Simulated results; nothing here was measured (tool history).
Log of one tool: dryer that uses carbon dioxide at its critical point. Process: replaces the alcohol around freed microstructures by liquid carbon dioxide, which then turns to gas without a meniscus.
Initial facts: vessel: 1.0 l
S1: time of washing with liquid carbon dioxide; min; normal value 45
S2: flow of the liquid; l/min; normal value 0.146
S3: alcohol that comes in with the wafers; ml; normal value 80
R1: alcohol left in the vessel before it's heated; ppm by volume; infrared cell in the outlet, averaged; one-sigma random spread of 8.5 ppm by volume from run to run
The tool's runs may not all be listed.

run 1 hour=0 | S1=45 S2=0.146 S3=80 | R1=523
run 2 hour=21.2 | S1=45 S2=0.146 S3=80 | R1=523
run 3 hour=42.6 | S1=45 S2=0.117 S3=80 | R1=1330
run 4 hour=82.7 | S1=45 S2=0.146 S3=51 | R1=383
run 5 hour=109.6 | S1=45 S2=0.146 S3=51 | R1=381
run 6 hour=136.5 | S1=45 S2=0.247 S3=80 | R1=77
run 7 hour=175.3 | S1=28 S2=0.146 S3=80 | R1=3672
run 8 hour=211.9 | S1=28 S2=0.146 S3=80 | R1=3760
run 9 hour=253.3 | S1=28 S2=0.146 S3=80 | R1=3784
run 10 hour=285.9 | S1=70 S2=0.146 S3=80 | R1=97
run 11 hour=310.8 | S1=70 S2=0.146 S3=80 | R1=112
run 12 hour=335.1 | S1=45 S2=0.146 S3=109 | R1=933
run 13 hour=372.4 | S1=45 S2=0.146 S3=109 | R1=971
run 14 hour=391 | S1=45 S2=0.146 S3=109 | R1=961
run 15 hour=422.6 | S1=45 S2=0.146 S3=109 | R1=969
run 16 hour=445.3 | S1=45 S2=0.146 S3=109 | R1=1009
run 17 hour=474.3 | S1=45 S2=0.146 S3=80 | R1=790
run 18 hour=501.6 | S1=45 S2=0.146 S3=80 | R1=803
run 19 hour=531.7 | S1=45 S2=0.146 S3=80 | R1=805
run 20 hour=554 | S1=45 S2=0.146 S3=80 | R1=819
run 21 hour=589.4 | S1=31 S2=0.146 S3=80 | R1=3334
run 22 hour=608 | S1=45 S2=0.146 S3=62 | R1=695
run 23 hour=631.8 | S1=45 S2=0.146 S3=80 | R1=883
run 24 hour=669.9 | S1=38 S2=0.09 S3=41 | R1=3668
run 25 hour=689.6 | S1=45 S2=0.126 S3=97 | R1=1915
run 26 hour=721.2 | S1=33 S2=0.098 S3=49 | R1=5117
run 27 hour=744.4 | S1=33 S2=0.098 S3=49 | R1=5293
run 28 hour=770.2 | S1=38 S2=0.205 S3=29 | R1=244
run 29 hour=799 | S1=40 S2=0.109 S3=27 | R1=1411
-- hour=821 inlet filter changed
run 30 hour=834.1 | S1=40 S2=0.153 S3=27 | R1=302
run 31 hour=857.5 | S1=40 S2=0.153 S3=27 | R1=318
run 32 hour=899.8 | S1=40 S2=0.153 S3=27 | R1=332
run 33 hour=925.8 | S1=69 S2=0.105 S3=55 | R1=288
run 34 hour=949.1 | S1=48 S2=0.155 S3=106 | R1=446
run 35 hour=968 | S1=48 S2=0.155 S3=106 | R1=444
run 36 hour=985.5 | S1=48 S2=0.155 S3=106 | R1=447

The next listed run, before its measurement:
run 37 hour=1023.7 | S1=42 S2=0.131 S3=24 | R1=?

Run 37 yielded R1 452 ppm by volume.
With no hidden state in the tool, this same run would have given R1 313 ppm by volume.

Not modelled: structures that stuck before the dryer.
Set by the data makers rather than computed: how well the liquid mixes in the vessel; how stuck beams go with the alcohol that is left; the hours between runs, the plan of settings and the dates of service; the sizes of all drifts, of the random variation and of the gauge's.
